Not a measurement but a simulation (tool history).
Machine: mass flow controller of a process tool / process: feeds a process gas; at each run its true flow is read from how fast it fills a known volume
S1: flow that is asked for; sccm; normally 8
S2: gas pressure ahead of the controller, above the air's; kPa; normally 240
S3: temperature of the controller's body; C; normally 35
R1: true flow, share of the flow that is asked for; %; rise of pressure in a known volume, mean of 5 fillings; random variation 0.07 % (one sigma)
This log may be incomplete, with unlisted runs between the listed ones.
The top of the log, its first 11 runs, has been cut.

run,hour,S1,S2,S3,R1
12,824.8,8,240,35,97.09
13,909.0,8,160,35,96.62
14,979.0,8,160,35,96.51
15,1087.7,8,160,35,96.24
16,1169.3,8,160,35,96.03
17,1247.4,8,246,35,96.46
18,1332.8,8,246,35,96.35
19,1392.6,3,200,39,95.28
20,1456.1,3,268,32,96.20
21,1545.0,14,252,29,96.98
22,1649.9,2,209,38,94.87
23,1733.6,2,209,38,94.95
# hour 1817.4: gauge calibrated
24,1828.9,7,209,38,97.98
25,1929.5,8,140,24,99.05
26,2030.3,8,140,24,98.74
27,2087.8,11,240,35,98.12
28,2188.4,8,169,31,97.90
29,2279.3,8,187,35,97.41
30,2361.1,4,187,33,97.14
31,2462.8,2,157,21,98.13
32,2528.7,2,157,21,97.99
33,2588.6,2,157,21,97.92
34,2651.4,2,157,21,97.96
35,2712.1,3,149,29,96.83

Consider 3 possible next runs. They are alternatives, not a sequence: every one starts from the tool as it was left by run 35. What does each give?
A,2757.0,8,214,22,?
B,2757.0,10,158,39,?
C,2757.0,14,263,29,?

run,R1
A,98.13
B,96.06
C,97.98
Take away the tool's hidden state, keep each run's random variation, and the runs would have read:
run,R1
A,99.67
B,97.57
C,99.52

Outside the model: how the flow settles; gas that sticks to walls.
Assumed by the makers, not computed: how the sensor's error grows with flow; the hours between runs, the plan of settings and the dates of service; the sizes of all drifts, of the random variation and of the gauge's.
